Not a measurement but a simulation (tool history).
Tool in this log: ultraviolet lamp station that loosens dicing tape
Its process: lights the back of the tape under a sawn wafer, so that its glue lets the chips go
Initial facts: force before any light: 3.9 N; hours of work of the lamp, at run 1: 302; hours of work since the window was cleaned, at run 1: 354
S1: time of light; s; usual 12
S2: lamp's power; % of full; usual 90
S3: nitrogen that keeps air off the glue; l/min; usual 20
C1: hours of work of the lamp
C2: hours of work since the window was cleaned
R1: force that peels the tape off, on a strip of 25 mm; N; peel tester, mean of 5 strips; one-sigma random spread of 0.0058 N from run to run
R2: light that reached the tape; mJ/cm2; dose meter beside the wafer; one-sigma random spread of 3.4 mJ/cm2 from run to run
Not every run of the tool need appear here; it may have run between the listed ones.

run 1 hour=0 | S1=12 S2=90 S3=20 | C1=302 C2=354 | R1=0.246 R2=429
-- hour=22 window cleaned of glue's vapour
run 2 hour=28.4 | S1=12 S2=90 S3=20 | C1=319 C2=4 | R1=0.208 R2=464
run 3 hour=60.4 | S1=12 S2=90 S3=20 | C1=338 C2=24 | R1=0.22 R2=455
run 4 hour=87.1 | S1=12 S2=90 S3=20 | C1=355 C2=40 | R1=0.22 R2=453
run 5 hour=109.9 | S1=12 S2=90 S3=20 | C1=369 C2=54 | R1=0.231 R2=448
run 6 hour=133.2 | S1=12 S2=90 S3=20 | C1=383 C2=68 | R1=0.238 R2=440
run 7 hour=151.8 | S1=12 S2=90 S3=20 | C1=394 C2=80 | R1=0.24 R2=436
run 8 hour=168.3 | S1=12 S2=90 S3=20 | C1=404 C2=90 | R1=0.243 R2=436
run 9 hour=190.7 | S1=12 S2=90 S3=20 | C1=418 C2=103 | R1=0.239 R2=428
run 10 hour=218.3 | S1=12 S2=90 S3=20 | C1=435 C2=120 | R1=0.264 R2=423
run 11 hour=231.6 | S1=12 S2=90 S3=20 | C1=443 C2=128 | R1=0.266 R2=416
run 12 hour=263.3 | S1=12 S2=90 S3=20 | C1=462 C2=148 | R1=0.27 R2=418
run 13 hour=278.4 | S1=12 S2=90 S3=20 | C1=472 C2=157 | R1=0.285 R2=409
run 14 hour=302.5 | S1=12 S2=90 S3=20 | C1=486 C2=172 | R1=0.278 R2=409
run 15 hour=324.5 | S1=12 S2=90 S3=20 | C1=500 C2=185 | R1=0.277 R2=402
run 16 hour=341.6 | S1=12 S2=90 S3=20 | C1=510 C2=196 | R1=0.279 R2=396
run 17 hour=362.2 | S1=22 S2=67 S3=10 | C1=523 C2=208 | R1=0.257 R2=541
run 18 hour=389.6 | S1=9 S2=66 S3=20 | C1=540 C2=225 | R1=0.917 R2=211
run 19 hour=411.8 | S1=12 S2=99 S3=33 | C1=553 C2=239 | R1=0.179 R2=426
run 20 hour=434.3 | S1=9 S2=90 S3=6 | C1=567 C2=252 | R1=1.108 R2=284
run 21 hour=465 | S1=9 S2=90 S3=6 | C1=586 C2=271 | R1=1.126 R2=277
run 22 hour=485.8 | S1=9 S2=90 S3=6 | C1=599 C2=284 | R1=1.13 R2=274
run 23 hour=500.6 | S1=20 S2=79 S3=11 | C1=608 C2=293 | R1=0.251 R2=534
run 24 hour=528.8 | S1=20 S2=71 S3=15 | C1=625 C2=310 | R1=0.257 R2=473
run 25 hour=560.7 | S1=20 S2=71 S3=15 | C1=645 C2=330 | R1=0.259 R2=464
run 26 hour=575.6 | S1=12 S2=64 S3=9 | C1=654 C2=339 | R1=1.066 R2=253

5 ways to go on from here, each from the tool as it stands after run 26. What would each give?
run A hour=589.5 | S1=8 S2=64 S3=20 | C1=662 C2=348 | R1=? R2=?
run B hour=589.5 | S1=12 S2=79 S3=19 | C1=662 C2=348 | R1=? R2=?
run C hour=589.5 | S1=20 S2=92 S3=13 | C1=662 C2=348 | R1=? R2=?
run D hour=589.5 | S1=12 S2=64 S3=7 | C1=662 C2=348 | R1=? R2=?
run E hour=589.5 | S1=12 S2=99 S3=13 | C1=662 C2=348 | R1=? R2=?

run=A R1=1.192 R2=166
run=B R1=0.497 R2=307
run=C R1=0.178 R2=597
run=D R1=1.203 R2=250
run=E R1=0.416 R2=388
The same runs, with their run-to-run variation unchanged, on a tool lacking any hidden condition would have given:
run=A R1=0.631 R2=261
run=B R1=0.196 R2=485
run=C R1=0.095 R2=943
run=D R1=0.638 R2=394
run=E R1=0.159 R2=611

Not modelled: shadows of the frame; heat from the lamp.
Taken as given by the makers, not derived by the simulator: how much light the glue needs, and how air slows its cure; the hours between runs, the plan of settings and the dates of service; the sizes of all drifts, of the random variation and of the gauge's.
